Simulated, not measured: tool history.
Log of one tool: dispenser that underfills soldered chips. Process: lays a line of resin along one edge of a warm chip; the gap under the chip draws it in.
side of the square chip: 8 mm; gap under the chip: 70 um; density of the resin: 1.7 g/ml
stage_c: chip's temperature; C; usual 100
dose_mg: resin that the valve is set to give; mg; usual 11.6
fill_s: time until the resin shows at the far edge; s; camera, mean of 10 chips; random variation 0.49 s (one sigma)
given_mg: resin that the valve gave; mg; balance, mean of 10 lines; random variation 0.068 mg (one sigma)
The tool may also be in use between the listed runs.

Run 1, hour 0.0: usual settings. Result: fill_s 60.5 s, given_mg 10.51 mg.
At hour 1.6: new syringe of resin.
Run 2, hour 8.2: usual settings. Result: fill_s 50.8 s, given_mg 10.69 mg.
At hour 15.9: new syringe of resin.
Run 3, hour 15.9: usual settings. Result: fill_s 39.9 s, given_mg 10.54 mg.
Run 4, hour 25.3: usual settings. Result: fill_s 56.1 s, given_mg 10.45 mg.
At hour 28.6: dispensing valve cleaned and set on the balance.
At hour 31.0: new syringe of resin.
Run 5, hour 32.4: usual settings but stage_c 87 C. Result: fill_s 75.3 s, given_mg 11.53 mg.
Run 6, hour 41.1: usual settings but stage_c 87 C. Result: fill_s 102.7 s, given_mg 11.53 mg.
At hour 44.8: new syringe of resin.
Run 7, hour 50.1: usual settings but stage_c 87 C. Result: fill_s 86.0 s, given_mg 11.58 mg.
Run 8, hour 55.7: usual settings but stage_c 87 C. Result: fill_s 105.6 s, given_mg 11.25 mg.
At hour 59.0: new syringe of resin.
Run 9, hour 61.7: usual settings but stage_c 87 C, dose_mg 10.1 mg. Result: fill_s 80.9 s, given_mg 9.89 mg.
Run 10, hour 67.4: usual settings but stage_c 87 C, dose_mg 10.1 mg. Result: fill_s 99.9 s, given_mg 9.88 mg.
At hour 73.4: new syringe of resin.
Run 11, hour 76.4: usual settings but dose_mg 12.4 mg. Result: fill_s 44.6 s, given_mg 11.99 mg.
Run 12, hour 82.7: usual settings. Result: fill_s 55.3 s, given_mg 11.14 mg.
At hour 87.2: new syringe of resin.
Run 13, hour 88.2: usual settings. Result: fill_s 43.4 s, given_mg 11.12 mg.
Run 14, hour 97.1: usual settings. Result: fill_s 57.9 s, given_mg 11.07 mg.
At hour 101.0: new syringe of resin.
Run 15, hour 108.2: usual settings. Result: fill_s 52.5 s, given_mg 11.13 mg.
Run 16, hour 112.6: usual settings but dose_mg 12.2 mg. Result: fill_s 61.0 s, given_mg 11.50 mg.
At hour 115.1: new syringe of resin.
Run 17, hour 119.1: usual settings but stage_c 89 C, dose_mg 10.1 mg. Result: fill_s 79.3 s, given_mg 9.55 mg.
Run 18, hour 124.5: usual settings but stage_c 89 C, dose_mg 10.1 mg. Result: fill_s 98.0 s, given_mg 9.44 mg.
At hour 129.1: new syringe of resin.
Run 19, hour 132.0: usual settings but stage_c 99 C. Result: fill_s 46.7 s, given_mg 10.80 mg.
Run 20, hour 138.6: usual settings but stage_c 114 C, dose_mg 14.8 mg. Result: fill_s 30.4 s, given_mg 13.72 mg.
At hour 142.9: new syringe of resin.
Run 21, hour 143.4: usual settings but stage_c 114 C, dose_mg 14.8 mg. Result: fill_s 22.5 s, given_mg 13.80 mg.
Run 22, hour 151.9: usual settings but dose_mg 9.9 mg. Result: fill_s 58.8 s, given_mg 9.06 mg.
At hour 156.8: new syringe of resin.
Run 23, hour 156.8: usual settings but stage_c 112 C, dose_mg 9.9 mg. Result: fill_s 25.7 s, given_mg 9.18 mg.
Run 24, hour 161.1: usual settings but stage_c 111 C, dose_mg 12.3 mg. Result: fill_s 29.1 s, given_mg 11.20 mg.
Run 25, hour 168.2: usual settings but dose_mg 11.4 mg. Result: fill_s 59.4 s, given_mg 10.47 mg.
At hour 170.9: new syringe of resin.
Run 26, hour 175.2: usual settings but stage_c 103 C, dose_mg 10.8 mg. Result: fill_s 43.2 s, given_mg 9.82 mg.
Run 27, hour 179.7: usual settings but stage_c 98 C, dose_mg 13.8 mg. Result: fill_s 58.4 s, given_mg 12.43 mg.
At hour 185.0: new syringe of resin.
At hour 187.5: dispensing valve cleaned and set on the balance.
Run 28, hour 188.6: usual settings but stage_c 98 C, dose_mg 13.8 mg. Result: fill_s 46.6 s, given_mg 13.93 mg.

4 ways to go on from here, each from the tool as it stands after run 28. What would each give?
Run A, hour 196.0: usual settings but stage_c 115 C, dose_mg 11.2 mg. Result: fill_s ?, given_mg ?.
Run B, hour 196.0: usual settings but stage_c 86 C, dose_mg 10.1 mg. Result: fill_s ?, given_mg ?.
Run C, hour 196.0: usual settings but dose_mg 12.6 mg. Result: fill_s ?, given_mg ?.
Run D, hour 196.0: usual settings but dose_mg 10.3 mg. Result: fill_s ?, given_mg ?.

run  fill_s  given_mg
  A    30.3     11.05
  B   110.8     10.03
  C    56.8     12.32
  D    56.5     10.23
Without the tool's hidden state the same runs would have given:
run  fill_s  given_mg
  A    21.4     11.11
  B    77.9     10.08
  C    40.1     12.39
  D    39.7     10.28
